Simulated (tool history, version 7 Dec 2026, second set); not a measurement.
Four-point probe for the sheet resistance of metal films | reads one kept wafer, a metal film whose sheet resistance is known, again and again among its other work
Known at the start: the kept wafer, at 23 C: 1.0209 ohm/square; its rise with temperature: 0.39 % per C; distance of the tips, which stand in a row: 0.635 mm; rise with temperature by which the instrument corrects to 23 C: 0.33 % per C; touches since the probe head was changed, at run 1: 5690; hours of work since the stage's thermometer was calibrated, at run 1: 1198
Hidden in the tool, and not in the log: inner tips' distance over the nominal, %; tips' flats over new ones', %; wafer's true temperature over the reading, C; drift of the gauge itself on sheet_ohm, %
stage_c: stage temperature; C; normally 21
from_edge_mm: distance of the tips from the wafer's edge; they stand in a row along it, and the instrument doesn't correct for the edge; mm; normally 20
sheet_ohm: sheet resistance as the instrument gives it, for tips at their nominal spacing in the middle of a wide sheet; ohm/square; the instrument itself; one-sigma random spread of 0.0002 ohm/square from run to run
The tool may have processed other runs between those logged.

run,day,stage_c,from_edge_mm,touches since the probe head was changed,hours of work since the stage's thermometer was calibrated,sheet_ohm
1,0.000,21,20,5690,1198,1.022185
2,1.758,21,20,8109,1229,1.022709
3,3.725,21,20,10821,1264,1.022679
4,5.475,21,12,13230,1295,1.023952
5,7.308,21,20,15752,1328,1.023249
6,8.821,21,20,17833,1355,1.023322
7,10.583,21,20,20261,1386,1.023534
8,11.650,21,20,21730,1406,1.023732
9,12.633,21,20,23086,1423,1.024068
10,14.525,21,20,25687,1457,1.023965
11,15.683,28,34,27286,1478,1.028052
12,17.108,20,20,29246,1503,1.024167
13,18.925,22,9,31747,1535,1.027721
14,20.158,35,4,33444,1557,1.045946
15,21.283,31,10,34996,1577,1.032524
16,23.329,20,8,37811,1614,1.027680
17,24.254,30,27,39081,1630,1.030057
18,26.000,34,18,41488,1662,1.033275
19,27.021,34,18,42890,1680,1.033122
20,29.121,35,18,45786,1717,1.034182

Each row is a separate what-if for the run after 20, all from the same tool condition, not one after another. Results?
A,31.162,21,4,48593,1754,?
B,31.162,18,6,48593,1754,?
C,31.162,25,49,48593,1754,?
D,31.162,21,28,48593,1754,?

run,sheet_ohm
A,1.039996
B,1.030424
C,1.028452
D,1.026304
With the hidden condition removed and each run's random variation left untouched, the same runs would have given:
run,sheet_ohm
A,1.033637
B,1.024142
C,1.022126
D,1.020020
